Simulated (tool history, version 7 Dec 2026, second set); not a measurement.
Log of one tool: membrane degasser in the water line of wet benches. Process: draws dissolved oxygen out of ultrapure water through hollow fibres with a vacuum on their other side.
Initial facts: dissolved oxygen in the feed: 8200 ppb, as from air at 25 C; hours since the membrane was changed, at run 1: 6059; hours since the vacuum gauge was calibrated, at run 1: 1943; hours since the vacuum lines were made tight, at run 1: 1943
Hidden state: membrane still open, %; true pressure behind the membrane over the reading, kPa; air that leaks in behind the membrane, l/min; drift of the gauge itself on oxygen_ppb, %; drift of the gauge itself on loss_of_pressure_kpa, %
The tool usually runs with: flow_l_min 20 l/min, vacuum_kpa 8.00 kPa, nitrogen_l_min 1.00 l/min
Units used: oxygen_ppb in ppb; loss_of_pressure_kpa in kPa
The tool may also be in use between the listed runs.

run    hour  flow_l_min  vacuum_kpa  nitrogen_l_min  hours since the membrane was changed  hours since the vacuum gauge was calibrated  hours since the vacuum lines were made tight  oxygen_ppb  loss_of_pressure_kpa
  1     0.0          20        8.00            1.00                                  6059                                         1943                                          1943       228.9                 72.72
  2    89.0          20        8.00            1.58                                  6148                                         2032                                          2032       160.9                 72.41
  3   203.9          20        8.00            1.58                                  6262                                         2147                                          2147       158.3                 72.09
  4   291.7          20        8.00            1.58                                  6350                                         2235                                          2235       159.8                 72.88
  5   418.6          20       15.97            1.58                                  6477                                         2362                                          2362       385.4                 72.52
  6   542.1          20        8.00            0.41                                  6601                                         2486                                          2486       454.7                 73.13
  7   674.5          20       11.22            1.00                                  6733                                         2618                                          2618       366.7                 72.94
  8   829.8          20        9.22            0.44                                  6888                                         2773                                          2773       546.5                 73.33
  9   992.4          20        9.22            0.44                                  7051                                         2936                                          2936       530.6                 73.30
 10  1128.8          20        9.22            0.44                                  7187                                         3072                                          3072       531.5                 73.18
 11  1251.7          20        9.22            0.44                                  7310                                         3195                                          3195       540.0                 73.90
     1378.9  -- seals of the vacuum lines changed
 12  1378.9          22        9.12            1.00                                  7435                                         3320                                             0       317.5                 81.10
 13  1447.5          22        9.12            1.00                                  7504                                         3389                                            69       317.6                 80.93
 14  1566.1          18        9.12            1.00                                  7623                                         3508                                           187       255.8                 66.51

5 ways to go on from here, each from the tool as it stands after run 14. What would each give?
  A  1692.6          18        8.00            2.99                                  7749                                         3634                                           314           ?                     ?
  B  1692.6          18       17.42            1.16                                  7749                                         3634                                           314           ?                     ?
  C  1692.6          14        9.12            1.00                                  7749                                         3634                                           314           ?                     ?
  D  1692.6          13        8.00            1.00                                  7749                                         3634                                           314           ?                     ?
  E  1692.6          20        8.00            0.43                                  7749                                         3634                                           314           ?                     ?

run  oxygen_ppb  loss_of_pressure_kpa
  A        85.5                 66.08
  B       494.7                 65.92
  C       198.8                 51.90
  D       153.8                 48.21
  E       459.7                 73.62
Without the tool's unlogged condition, the same runs would have read:
run  oxygen_ppb  loss_of_pressure_kpa
  A        76.7                 61.09
  B       480.5                 60.94
  C       188.1                 48.01
  D       144.1                 44.59
  E       430.9                 68.06
